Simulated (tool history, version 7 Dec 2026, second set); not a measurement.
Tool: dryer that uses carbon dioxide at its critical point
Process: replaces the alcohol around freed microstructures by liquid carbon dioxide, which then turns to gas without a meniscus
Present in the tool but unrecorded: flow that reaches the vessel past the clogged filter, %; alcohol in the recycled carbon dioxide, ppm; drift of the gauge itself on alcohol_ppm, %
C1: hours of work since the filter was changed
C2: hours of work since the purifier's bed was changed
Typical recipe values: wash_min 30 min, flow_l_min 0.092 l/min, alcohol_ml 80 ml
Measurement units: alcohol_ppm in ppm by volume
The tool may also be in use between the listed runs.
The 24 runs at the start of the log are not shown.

Run 25, hour 432.5: usual settings but wash_min 22 min, flow_l_min 0.1216 l/min, alcohol_ml 90 ml; C1 332; C2 860. Result: alcohol_ppm 1817 ppm by volume.
Run 26, hour 451.6: usual settings but wash_min 35 min, flow_l_min 0.1146 l/min, alcohol_ml 33 ml; C1 347; C2 874. Result: alcohol_ppm 154 ppm by volume.
Run 27, hour 474.7: usual settings but wash_min 35 min, flow_l_min 0.1146 l/min, alcohol_ml 33 ml; C1 365; C2 892. Result: alcohol_ppm 148 ppm by volume.
Run 28, hour 487.9: usual settings but wash_min 46 min, flow_l_min 0.0652 l/min, alcohol_ml 22 ml; C1 375; C2 902. Result: alcohol_ppm 329 ppm by volume.
Run 29, hour 508.5: usual settings but wash_min 46 min, flow_l_min 0.0652 l/min, alcohol_ml 22 ml; C1 390; C2 918. Result: alcohol_ppm 350 ppm by volume.
Run 30, hour 532.3: usual settings but wash_min 38 min, flow_l_min 0.0652 l/min, alcohol_ml 22 ml; C1 409; C2 936. Result: alcohol_ppm 737 ppm by volume.
Run 31, hour 542.5: usual settings but wash_min 40 min, alcohol_ml 21 ml; C1 416; C2 944. Result: alcohol_ppm 177 ppm by volume.
Run 32, hour 557.7: usual settings but flow_l_min 0.0701 l/min, alcohol_ml 23 ml; C1 428; C2 955. Result: alcohol_ppm 1439 ppm by volume.
Run 33, hour 570: usual settings but wash_min 39 min, flow_l_min 0.0987 l/min, alcohol_ml 47 ml; C1 437; C2 965. Result: alcohol_ppm 255 ppm by volume.
Run 34, hour 585.3: usual settings but wash_min 39 min, flow_l_min 0.0987 l/min, alcohol_ml 47 ml; C1 449; C2 976. Result: alcohol_ppm 245 ppm by volume.
Run 35, hour 595.4: usual settings but wash_min 38 min, flow_l_min 0.0831 l/min, alcohol_ml 42 ml; C1 457; C2 984. Result: alcohol_ppm 564 ppm by volume.
Run 36, hour 605.7: usual settings but wash_min 38 min, flow_l_min 0.0831 l/min, alcohol_ml 42 ml; C1 465; C2 992. Result: alcohol_ppm 539 ppm by volume.
Run 37, hour 630.4: usual settings but wash_min 38 min, flow_l_min 0.0831 l/min, alcohol_ml 42 ml; C1 484; C2 1011. Result: alcohol_ppm 563 ppm by volume.

Forecast each of these 5 alternatives for the next run:
Run A, hour 646: usual settings but wash_min 23 min, flow_l_min 0.1475 l/min; C1 495; C2 1023. Result: alcohol_ppm ?.
Run B, hour 646: usual settings but wash_min 32 min, flow_l_min 0.1235 l/min, alcohol_ml 60 ml; C1 495; C2 1023. Result: alcohol_ppm ?.
Run C, hour 646: usual settings but wash_min 21 min, flow_l_min 0.0639 l/min, alcohol_ml 46 ml; C1 495; C2 1023. Result: alcohol_ppm ?.
Run D, hour 646: usual settings but wash_min 38 min, flow_l_min 0.0639 l/min, alcohol_ml 42 ml; C1 495; C2 1023. Result: alcohol_ppm ?.
Run E, hour 646: usual settings but wash_min 29 min, flow_l_min 0.1211 l/min, alcohol_ml 49 ml; C1 495; C2 1023. Result: alcohol_ppm ?.

run  alcohol_ppm
  A          759
  B          295
  C        10227
  D         1679
  E          438
Without the tool's unlogged condition, the same runs would have read:
run  alcohol_ppm
  A          216
  B           54
  C         6440
  D          704
  E          115

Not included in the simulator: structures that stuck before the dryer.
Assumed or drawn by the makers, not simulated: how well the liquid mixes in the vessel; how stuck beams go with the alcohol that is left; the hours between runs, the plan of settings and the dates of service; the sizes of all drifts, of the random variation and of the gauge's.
